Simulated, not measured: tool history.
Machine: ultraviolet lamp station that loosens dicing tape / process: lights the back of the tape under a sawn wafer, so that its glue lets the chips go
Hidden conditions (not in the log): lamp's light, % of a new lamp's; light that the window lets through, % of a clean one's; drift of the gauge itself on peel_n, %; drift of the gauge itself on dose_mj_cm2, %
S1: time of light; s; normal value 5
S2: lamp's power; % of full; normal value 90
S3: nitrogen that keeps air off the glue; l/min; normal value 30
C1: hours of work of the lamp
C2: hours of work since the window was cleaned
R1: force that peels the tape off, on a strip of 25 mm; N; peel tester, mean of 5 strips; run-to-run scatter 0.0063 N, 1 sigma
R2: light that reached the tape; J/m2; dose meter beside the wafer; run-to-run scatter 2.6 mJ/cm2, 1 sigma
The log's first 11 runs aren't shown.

{"run": 12, "day": 4.262, "S1": 5, "S2": 90, "S3": 17, "C1": 115, "C2": 205, "R1": 0.337, "R2": 3030}
{"run": 13, "day": 4.612, "S1": 5, "S2": 74, "S3": 17, "C1": 121, "C2": 211, "R1": 0.554, "R2": 2450}
{"run": 14, "day": 4.912, "S1": 5, "S2": 74, "S3": 17, "C1": 127, "C2": 217, "R1": 0.539, "R2": 2470}
{"run": 15, "day": 5.346, "S1": 5, "S2": 74, "S3": 17, "C1": 135, "C2": 225, "R1": 0.557, "R2": 2480}
{"run": 16, "day": 5.858, "S1": 5, "S2": 74, "S3": 17, "C1": 144, "C2": 234, "R1": 0.575, "R2": 2460}
{"run": 17, "day": 6.338, "S1": 5, "S2": 74, "S3": 17, "C1": 153, "C2": 243, "R1": 0.572, "R2": 2450}
{"run": 18, "day": 6.546, "S1": 5, "S2": 74, "S3": 17, "C1": 157, "C2": 247, "R1": 0.562, "R2": 2410}
{"run": 19, "day": 6.933, "S1": 5, "S2": 90, "S3": 30, "C1": 164, "C2": 254, "R1": 0.258, "R2": 2930}
{"run": 20, "day": 7.25, "S1": 5, "S2": 90, "S3": 17, "C1": 170, "C2": 260, "R1": 0.38, "R2": 2930}
{"run": 21, "day": 7.588, "S1": 5, "S2": 90, "S3": 17, "C1": 176, "C2": 266, "R1": 0.381, "R2": 2920}
{"run": 22, "day": 8.033, "S1": 5, "S2": 90, "S3": 17, "C1": 184, "C2": 274, "R1": 0.368, "R2": 2910}
{"run": 23, "day": 8.462, "S1": 9, "S2": 90, "S3": 17, "C1": 192, "C2": 282, "R1": 0.128, "R2": 5180}
{"run": 24, "day": 8.738, "S1": 9, "S2": 90, "S3": 17, "C1": 197, "C2": 287, "R1": 0.111, "R2": 5180}
{"run": 25, "day": 9.229, "S1": 7, "S2": 99, "S3": 30, "C1": 206, "C2": 296, "R1": 0.103, "R2": 4450}
{"run": 26, "day": 9.558, "S1": 4, "S2": 62, "S3": 30, "C1": 212, "C2": 303, "R1": 0.997, "R2": 1590}
{"run": 27, "day": 9.825, "S1": 4, "S2": 62, "S3": 30, "C1": 217, "C2": 307, "R1": 1.014, "R2": 1590}
{"run": 28, "day": 10.062, "S1": 4, "S2": 62, "S3": 30, "C1": 222, "C2": 312, "R1": 1.009, "R2": 1580}
{"run": 29, "day": 10.417, "S1": 9, "S2": 73, "S3": 30, "C1": 228, "C2": 318, "R1": 0.12, "R2": 4150}
{"run": 30, "day": 10.8, "S1": 3, "S2": 73, "S3": 30, "C1": 235, "C2": 325, "R1": 1.272, "R2": 1370}
{"run": 31, "day": 11.233, "S1": 5, "S2": 63, "S3": 30, "C1": 243, "C2": 333, "R1": 0.64, "R2": 1940}
{"run": 32, "day": 11.646, "S1": 5, "S2": 63, "S3": 30, "C1": 251, "C2": 341, "R1": 0.672, "R2": 1970}
{"run": 33, "day": 11.879, "S1": 2, "S2": 89, "S3": 30, "C1": 255, "C2": 345, "R1": 1.695, "R2": 1080}
{"run": 34, "day": 12.4, "S1": 2, "S2": 89, "S3": 30, "C1": 265, "C2": 355, "R1": 1.723, "R2": 1110}
{"run": 35, "day": 12.833, "S1": 2, "S2": 89, "S3": 30, "C1": 273, "C2": 363, "R1": 1.805, "R2": 1080}

Run 36 is up next; what results do you expect?
{"run": 36, "day": 13.196, "S1": 5, "S2": 76, "S3": 12, "C1": 280, "C2": 370, "R1": "?", "R2": "?"}

Run 36 gave R1 0.770 N, R2 2310 J/m2.
Minus the tool's unlogged condition, the same run would have read R1 0.499 N, R2 2830 J/m2.
